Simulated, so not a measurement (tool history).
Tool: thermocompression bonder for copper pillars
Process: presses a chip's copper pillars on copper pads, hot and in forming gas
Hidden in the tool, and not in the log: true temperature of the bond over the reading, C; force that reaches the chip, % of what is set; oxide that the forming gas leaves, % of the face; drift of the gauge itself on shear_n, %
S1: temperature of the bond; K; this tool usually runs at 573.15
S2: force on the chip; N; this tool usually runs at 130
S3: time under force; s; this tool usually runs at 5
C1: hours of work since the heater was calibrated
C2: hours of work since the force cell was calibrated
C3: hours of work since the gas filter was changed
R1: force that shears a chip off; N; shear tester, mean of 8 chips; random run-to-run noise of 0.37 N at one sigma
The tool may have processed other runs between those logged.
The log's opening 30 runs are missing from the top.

run     day      S1   S2  S3   C1    C2   C3    R1
 31  28.862  602.15   97  12  494   955  292  98.8
     30.108  -- heater calibrated with a thermocouple chip
 32  30.121  592.15  101   5    0   974  311  74.8
 33  31.142  593.15  108   9   17   990  327  92.3
 34  32.246  576.15   96   9   34  1008  345    79
 35  32.921  551.15   83   5   45  1019  356    48
 36  33.504  562.15  193   8   55  1029  365  89.6
 37  34.362  569.15  130   5   69  1042  379  69.7
 38  35.404  569.15  130   5   85  1059  396  70.4
 39      36  553.15  115   4   95  1069  405  53.7

5 options for the next run, each taken on its own from the tool as it stands now. Forecast them:
     36.6  -- force cell calibrated
  A   37  599.15  104  13  110   6  420   ?
     36.6  -- force cell calibrated
  B   37  573.15  118   5  110   6  420   ?
     36.6  -- force cell calibrated
  C   37  553.15  115   7  110   6  420   ?
     36.6  -- force cell calibrated
  D   37  545.15   93   3  110   6  420   ?
     36.6  -- force cell calibrated
  E   37  588.15  115   9  110   6  420   ?

run     R1
  A  102.5
  B   68.9
  C   66.5
  D   38.8
  E   90.8
Take away the tool's hidden state, keep each run's random variation, and the runs would have read:
run     R1
  A  102.7
  B     69
  C   66.6
  D   38.9
  E   90.9
